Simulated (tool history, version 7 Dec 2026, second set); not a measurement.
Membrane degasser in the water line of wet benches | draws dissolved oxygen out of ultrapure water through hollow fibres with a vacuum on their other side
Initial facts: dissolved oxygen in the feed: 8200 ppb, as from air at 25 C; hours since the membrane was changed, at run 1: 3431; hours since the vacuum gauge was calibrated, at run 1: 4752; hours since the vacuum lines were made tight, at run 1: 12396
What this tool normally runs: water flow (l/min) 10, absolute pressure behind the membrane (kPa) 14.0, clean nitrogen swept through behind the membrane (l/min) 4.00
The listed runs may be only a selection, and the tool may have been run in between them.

run	hour	water flow (l/min)	absolute pressure behind the membrane (kPa)	clean nitrogen swept through behind the membrane (l/min)	hours since the membrane was changed	hours since the vacuum gauge was calibrated	hours since the vacuum lines were made tight	dissolved oxygen in the water behind the degasser (ppb)	pressure that the water loses in the fibres (kPa)
1	0.0	10	14.0	4.00	3431	4752	12396	72.9	47.89
2	97.1	10	8.9	4.00	3528	4849	12493	40.0	48.56
3	143.0	10	8.9	4.00	3574	4895	12539	39.8	48.55
4	223.3	10	8.9	4.00	3654	4975	12619	39.9	48.70
5	297.1	10	14.0	4.00	3728	5049	12693	72.8	48.39
# hour 304.7: vacuum gauge calibrated
6	359.1	10	14.0	4.00	3790	54	12755	72.9	48.23
7	470.2	15	23.9	3.18	3901	166	12866	249.5	72.78
8	571.5	12	32.1	1.70	4002	267	12967	489.8	58.09
# hour 612.6: vacuum gauge calibrated, once more
9	671.5	12	32.1	1.70	4102	59	13067	484.6	58.17
10	759.3	14	14.0	4.00	4189	147	13154	101.4	67.79
11	829.2	14	14.0	4.00	4259	217	13224	101.8	67.66

How would selected steps in dissolved oxygen in the water behind the degasser (ppb) from run to run divide? Give the signed amount a tool lacking its hidden state would still show from settings, what came in and random variation, and the signed amount left for the hidden state, including any gauge scatter that is not in both of the compared results.
The hidden state here: membrane still open, %; true pressure behind the membrane over the reading, kPa; air that leaks in behind the membrane, l/min; drift of the gauge itself on oxygen_ppb, %; drift of the gauge itself on loss_of_pressure_kpa, %.
Run 9 -> 10: water flow (l/min) 12 -> 14, absolute pressure behind the membrane (kPa) 32.1 -> 14.0, clean nitrogen swept through behind the membrane (l/min) 1.70 -> 4.00. dissolved oxygen in the water behind the degasser (ppb) -383.2: hidden state -16.2, all else -367.0.

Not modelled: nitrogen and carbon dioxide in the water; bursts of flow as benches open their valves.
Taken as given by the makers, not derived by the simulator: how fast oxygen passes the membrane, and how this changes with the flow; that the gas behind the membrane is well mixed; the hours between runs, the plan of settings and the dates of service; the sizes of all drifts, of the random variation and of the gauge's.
